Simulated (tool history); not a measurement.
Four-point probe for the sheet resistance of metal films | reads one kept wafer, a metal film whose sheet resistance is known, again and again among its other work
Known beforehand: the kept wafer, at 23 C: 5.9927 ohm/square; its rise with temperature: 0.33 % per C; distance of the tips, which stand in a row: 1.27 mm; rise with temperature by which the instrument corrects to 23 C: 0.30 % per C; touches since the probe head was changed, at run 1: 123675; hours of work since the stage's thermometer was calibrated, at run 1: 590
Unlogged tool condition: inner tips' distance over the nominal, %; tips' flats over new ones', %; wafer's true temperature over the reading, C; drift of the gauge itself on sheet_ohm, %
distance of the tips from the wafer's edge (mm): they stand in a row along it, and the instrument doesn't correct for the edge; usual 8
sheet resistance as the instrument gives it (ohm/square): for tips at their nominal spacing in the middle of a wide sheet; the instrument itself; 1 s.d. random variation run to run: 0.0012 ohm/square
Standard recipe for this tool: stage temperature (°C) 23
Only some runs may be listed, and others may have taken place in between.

run    hour  stage temperature (°C)  distance of the tips from the wafer's edge (mm)  touches since the probe head was changed  hours of work since the stage's thermometer was calibrated  sheet resistance as the instrument gives it (ohm/square)
  1       0                      23                                                8                                    123675                                                         590                                                  6.115321
  2   101.7                      23                                                8                                    127431                                                         643                                                  6.115627
  3   153.1                      23                                               48                                    129330                                                         670                                                  6.037654
  4   254.5                      23                                               19                                    133076                                                         722                                                  6.051653
  5   345.8                      23                                               19                                    136448                                                         770                                                  6.048403
      353.9  -- stage's thermometer calibrated
  6   412.7                      22                                                8                                    138901                                                          31                                                  6.114639
  7   502.5                      23                                                8                                    142219                                                          77                                                  6.113103
  8   575.6                      23                                                8                                    144917                                                         115                                                  6.116021
  9   673.5                      23                                                8                                    148534                                                         166                                                  6.115928
 10   745.1                      27                                                4                                    151179                                                         204                                                  6.350205
 11   833.4                      23                                                9                                    154442                                                         250                                                  6.099622
      875.8  -- stage's thermometer calibrated, once more
 12   946.3                      28                                               11                                    158594                                                          37                                                  6.092084
 13  1037.1                      18                                               11                                    161946                                                          84                                                  6.075558
 14  1140.8                      18                                               11                                    165778                                                         138                                                  6.076941
 15  1236.4                      18                                               11                                    169308                                                         188                                                  6.078608
 16  1323.1                      23                                                5                                    172509                                                         233                                                   6.24566

4 ways to go on from here, each from the tool as it stands after run 16. What would each give?
  A  1391.6                      26                                                5                                    175040                                                         269                                                         ?
  B  1391.6                      28                                               34                                    175040                                                         269                                                         ?
  C  1391.6                      21                                               32                                    175040                                                         269                                                         ?
  D  1391.6                      33                                                5                                    175040                                                         269                                                         ?

run  sheet resistance as the instrument gives it (ohm/square)
  A                                                  6.248467
  B                                                  6.057585
  C                                                  6.045615
  D                                                  6.261056
With the hidden condition removed and each run's random variation left untouched, the same runs would have given:
run  sheet resistance as the instrument gives it (ohm/square)
  A                                                  6.196207
  B                                                   6.00677
  C                                                  5.994943
  D                                                  6.208648

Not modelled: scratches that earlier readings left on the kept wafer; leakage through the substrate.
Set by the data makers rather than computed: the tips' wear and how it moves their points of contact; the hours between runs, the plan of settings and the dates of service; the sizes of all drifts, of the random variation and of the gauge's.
